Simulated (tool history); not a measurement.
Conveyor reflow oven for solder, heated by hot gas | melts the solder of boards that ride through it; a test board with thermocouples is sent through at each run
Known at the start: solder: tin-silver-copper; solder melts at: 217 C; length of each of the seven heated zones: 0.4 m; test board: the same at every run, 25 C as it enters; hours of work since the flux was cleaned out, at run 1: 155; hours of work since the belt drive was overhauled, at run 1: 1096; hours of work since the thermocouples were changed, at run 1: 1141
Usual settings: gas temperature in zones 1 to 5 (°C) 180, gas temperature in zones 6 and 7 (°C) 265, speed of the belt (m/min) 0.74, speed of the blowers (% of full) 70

run    hour  gas temperature in zones 1 to 5 (°C)  gas temperature in zones 6 and 7 (°C)  speed of the belt (m/min)  speed of the blowers (% of full)  hours of work since the flux was cleaned out  hours of work since the belt drive was overhauled  hours of work since the thermocouples were changed  highest temperature of the board (°C)  time above the solder's melting point (s)
  1       0                                   180                                    265                       0.74                                70                                           155                                               1096                                                1141                                 256.15                                      54.64
  2    61.4                                   180                                    265                       0.74                                70                                           184                                               1124                                                1170                                 255.99                                       54.7
      116.4  -- flux residue cleaned out of gas plates and filters
  3   122.1                                   180                                    265                       0.74                                70                                             3                                               1150                                                1196                                 256.33                                      55.08
  4   195.1                                   180                                    265                       0.74                                70                                            37                                               1184                                                1230                                 256.28                                      55.14
      254.4  -- thermocouples of zones 6 and 7 changed
  5   258.6                                   180                                    265                       0.74                                70                                            65                                               1213                                                   2                                 256.31                                      54.77
  6   331.4                                   180                                    265                       0.74                                70                                            99                                               1246                                                  36                                  256.2                                      54.91
  7     383                                   180                                    265                       0.74                                70                                           123                                               1270                                                  60                                 256.27                                      55.04
  8     415                                   180                                    265                       0.74                                70                                           138                                               1285                                                  75                                  256.1                                      55.04
  9     476                                   180                                    265                       0.74                                71                                           166                                               1313                                                 103                                 256.24                                      55.11
      486.5  -- belt drive overhauled, speed set with a stopwatch
 10     542                                   180                                    265                       0.74                                71                                           195                                                 26                                                 132                                 256.58                                      55.89
      575.2  -- flux residue cleaned out of gas plates and filters
 11     601                                   180                                    265                       0.74                                71                                            12                                                 51                                                 157                                 256.96                                      56.27
      623.7  -- belt drive overhauled, speed set with a stopwatch, once more
 12   644.2                                   180                                    266                      0.696                                70                                            30                                                  9                                                 175                                 258.35                                      58.64
 13   681.7                                   192                                    266                      0.696                                57                                            48                                                 27                                                 192                                 258.35                                      62.75
 14   712.7                                   192                                    266                      0.696                                57                                            62                                                 41                                                 207                                 258.29                                      62.63
 15   746.6                                   192                                    266                      0.696                                57                                            78                                                 57                                                 222                                 258.44                                       62.7
 16   776.9                                   192                                    266                      0.696                                57                                            92                                                 71                                                 236                                 258.38                                      62.61
 17   838.9                                   175                                    257                      0.696                                57                                           120                                                100                                                 265                                 247.99                                      50.87
 18     898                                   175                                    274                      0.684                                70                                           148                                                127                                                 293                                 265.66                                      61.38
 19   969.7                                   180                                    277                      0.691                                70                                           181                                                161                                                 326                                 268.72                                      63.33
 20  1002.2                                   180                                    277                      0.702                                89                                           196                                                176                                                 341                                  270.1                                      62.96
     1031.9  -- flux residue cleaned out of gas plates and filters
 21  1038.1                                   169                                    265                       0.74                                70                                             3                                                190                                                 355                                 255.07                                      50.15

Hidden state at the last listed run before each entry between runs and at the first one after, where it differs:
Between runs 2 and 3: flux residue cleaned out of gas plates and filters (hour 116.4)
  heat that the gas passes to the board, % of a clean oven's: 97.4 -> 99.4; belt's true speed, % of the reading: 98.39 -> 98.35; true gas temperature in zones 6 and 7 over the reading, C: 0.58 -> 0.6
  measured less the result without the state, highest temperature of the board (°C): +0.49 -> +0.84; time above the solder's melting point (s): +1.11 -> +1.38
Between runs 4 and 5: thermocouples of zones 6 and 7 changed (hour 254.4)
  heat that the gas passes to the board, % of a clean oven's: 99 -> 98.7; belt's true speed, % of the reading: 98.3 -> 98.26; true gas temperature in zones 6 and 7 over the reading, C: 0.63 -> 0.59
  measured less the result without the state, highest temperature of the board (°C): +0.81 -> +0.73; time above the solder's melting point (s): +1.39 -> +1.35
Between runs 9 and 10: belt drive overhauled, speed set with a stopwatch (hour 486.5)
  heat that the gas passes to the board, % of a clean oven's: 97.4 -> 97.1; belt's true speed, % of the reading: 98.11 -> 96.95; true gas temperature in zones 6 and 7 over the reading, C: 0.69 -> 0.72
  measured less the result without the state, highest temperature of the board (°C): +0.67 -> +0.9; time above the solder's melting point (s): +1.37 -> +2.19
Between runs 10 and 11: flux residue cleaned out of gas plates and filters (hour 575.2)
  heat that the gas passes to the board, % of a clean oven's: 97.1 -> 99.6; belt's true speed, % of the reading: 96.95 -> 96.91; true gas temperature in zones 6 and 7 over the reading, C: 0.72 -> 0.75
  measured less the result without the state, highest temperature of the board (°C): +0.9 -> +1.32; time above the solder's melting point (s): +2.19 -> +2.52
Between runs 11 and 12: belt drive overhauled, speed set with a stopwatch, once more (hour 623.7)
  heat that the gas passes to the board, % of a clean oven's: 99.6 -> 99.4; belt's true speed, % of the reading: 96.91 -> 100.05; true gas temperature in zones 6 and 7 over the reading, C: 0.75 -> 0.77
  measured less the result without the state, highest temperature of the board (°C): +1.32 -> +0.63; time above the solder's melting point (s): +2.52 -> +0.22
Between runs 20 and 21: flux residue cleaned out of gas plates and filters (hour 1031.9)
  heat that the gas passes to the board, % of a clean oven's: 97.4 -> 99.3; belt's true speed, % of the reading: 99.8 -> 99.78; true gas temperature in zones 6 and 7 over the reading, C: 0.94 -> 0.96
  measured less the result without the state, highest temperature of the board (°C): +0.53 -> +0.82; time above the solder's melting point (s): +0.27 -> +0.51
